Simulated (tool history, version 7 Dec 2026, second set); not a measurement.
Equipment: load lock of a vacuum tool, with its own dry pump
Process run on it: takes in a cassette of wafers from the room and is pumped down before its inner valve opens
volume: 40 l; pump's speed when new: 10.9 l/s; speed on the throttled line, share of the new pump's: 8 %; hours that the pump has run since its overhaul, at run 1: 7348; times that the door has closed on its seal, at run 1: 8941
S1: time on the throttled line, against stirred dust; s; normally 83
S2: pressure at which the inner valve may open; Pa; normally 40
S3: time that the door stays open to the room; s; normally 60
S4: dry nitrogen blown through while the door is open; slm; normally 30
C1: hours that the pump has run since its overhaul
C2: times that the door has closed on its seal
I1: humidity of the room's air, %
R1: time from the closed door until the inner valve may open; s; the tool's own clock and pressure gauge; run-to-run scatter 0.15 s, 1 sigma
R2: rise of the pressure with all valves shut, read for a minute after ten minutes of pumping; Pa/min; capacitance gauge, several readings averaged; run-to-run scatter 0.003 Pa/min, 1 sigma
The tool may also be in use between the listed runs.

run,hour,S1,S2,S3,S4,C1,C2,I1,R1,R2
1,0,83,40,60,30,7348,8941,48.8,104.6,0.03
2,218.2,83,40,60,30,7566,9663,42.3,104.5,0.031
3,388.8,83,40,60,30,7737,10227,45,104.6,0.031
4,543.1,83,40,60,30,7891,10738,44.4,104.8,0.031
5,773.4,83,40,60,30,8121,11499,50.1,104.8,0.038
6,901.9,83,40,60,30,8250,11925,46.5,104.6,0.034
7,1142.8,83,40,60,30,8491,12722,46,104.8,0.039
8,1385,83,40,60,6,8733,13523,47,104.7,0.069
9,1602.4,83,40,60,6,8950,14242,42.5,104.6,0.058
10,1747,83,40,124,30,9095,14721,42.4,104.6,0.044
11,1997.8,83,40,124,30,9346,15551,44,104.9,0.045
12,2219.8,83,57,124,30,9568,16285,44.2,103.4,0.045
13,2400.1,83,40,60,30,9748,16882,42,104.6,0.031
14,2697.6,83,40,60,30,10046,17866,48,104.6,0.033
15,2831.5,85,40,60,30,10180,18309,50.5,106.8,0.031
16,3136.8,85,40,60,30,10485,19320,48.5,106.5,0.029
17,3411.1,85,40,60,30,10759,20227,48.8,106.7,0.038
18,3584,85,40,60,30,10932,20799,44.3,106.5,0.03
19,3889.3,85,40,60,30,11237,21809,41.8,106.7,0.029
20,4055.9,69,34,126,25,11404,22361,44.6,92.8,0.054
21,4319.1,69,34,116,17,11667,23231,47.1,92.8,0.071
22,4535.2,123,40,60,42,11883,23947,42.9,141.3,0.031
23,4712.4,123,40,60,42,12060,24533,44.5,141.2,0.029
24,5014,94,40,45,42,12362,25531,45.4,114.8,0.024
25,5201.2,94,40,45,42,12549,26150,45.9,114.8,0.027
26,5513.9,73,75,45,42,12862,27185,42.4,93.5,0.018
27,5761.6,83,40,240,4,13110,28004,43.4,104.7,0.147
28,5891.8,83,40,240,4,13240,28435,46.7,104.9,0.154
29,6106.8,83,43,60,30,13455,29146,45.5,104.7,0.033
30,6364.4,83,40,98,5,13712,29999,42.2,105,0.083
31,6545.8,84,63,206,4,13894,30599,41.7,103.9,0.128
32,6751.7,105,68,206,13,14100,31280,45.5,122.9,0.097
33,7019.9,105,68,206,13,14368,32168,47,123.3,0.101
34,7226.4,140,68,32,13,14574,32851,45.3,154.6,0.038
35,7453.5,140,68,32,13,14802,33603,42.2,154.8,0.031
36,7723.5,140,68,32,13,15071,34496,42.7,154.9,0.034
37,7885.9,89,73,60,6,15234,35033,44.1,107.9,0.062
38,8086,89,73,60,6,15434,35695,42.6,108.1,0.063

Forecast each of these 3 alternatives for the next run:
A,8313,84,73,60,6,15661,36446,49.3,?,?
B,8313,89,73,60,40,15661,36446,46.6,?,?
C,8313,77,71,60,16,15661,36446,45.9,?,?

run,R1,R2
A,103.3,0.075
B,107.9,0.027
C,97.1,0.047
Stripped of hidden state, with their random variation kept, the same runs would have yielded:
run,R1,R2
A,103.3,0.073
B,107.8,0.026
C,97.1,0.046
